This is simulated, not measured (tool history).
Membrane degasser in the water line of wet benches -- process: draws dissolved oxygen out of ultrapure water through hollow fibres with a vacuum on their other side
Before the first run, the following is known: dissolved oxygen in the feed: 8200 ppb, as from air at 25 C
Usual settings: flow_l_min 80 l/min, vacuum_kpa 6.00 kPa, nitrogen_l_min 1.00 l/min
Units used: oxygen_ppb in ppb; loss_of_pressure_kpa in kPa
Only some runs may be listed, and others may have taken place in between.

run,hour,flow_l_min,vacuum_kpa,nitrogen_l_min,oxygen_ppb,loss_of_pressure_kpa
1,0.0,80,6.00,1.00,396.9,51.42
# hour 49.8: vacuum gauge calibrated
2,55.5,80,4.78,1.00,218.1,51.53
3,111.4,80,4.78,1.00,221.1,51.49
4,141.6,80,6.00,1.00,375.5,51.49
5,187.2,80,6.00,1.00,370.7,51.61
6,237.8,80,6.00,1.00,378.6,51.54
7,274.1,80,6.00,1.00,374.7,51.39
8,337.8,80,6.00,1.00,377.5,51.22
9,387.9,80,6.00,1.00,378.0,51.33
10,451.7,80,6.00,1.00,378.8,51.69
11,493.4,123,5.12,2.60,193.7,78.57
12,556.0,59,5.74,1.00,272.3,38.26
13,604.5,59,9.51,0.65,857.6,37.98
14,660.1,59,9.51,0.65,870.3,38.06
15,695.3,103,6.00,2.10,273.5,66.43
16,735.4,103,3.83,1.28,105.5,66.68
17,787.5,103,3.83,1.28,106.6,66.03
18,818.3,103,9.78,0.80,1098.8,66.75
19,873.1,65,7.77,0.80,600.7,41.97

Branching from run 19: 3 alternative next runs. What would each branch give?
A,900.7,111,9.23,0.48,?,?
B,900.7,67,6.52,1.10,?,?
C,900.7,75,7.77,2.73,?,?

run,oxygen_ppb,loss_of_pressure_kpa
A,1326.0,72.03
B,368.8,43.33
C,268.1,48.65
Without the tool's unlogged condition, the same runs would have read:
run,oxygen_ppb,loss_of_pressure_kpa
A,1315.3,71.41
B,360.3,42.96
C,262.8,48.23

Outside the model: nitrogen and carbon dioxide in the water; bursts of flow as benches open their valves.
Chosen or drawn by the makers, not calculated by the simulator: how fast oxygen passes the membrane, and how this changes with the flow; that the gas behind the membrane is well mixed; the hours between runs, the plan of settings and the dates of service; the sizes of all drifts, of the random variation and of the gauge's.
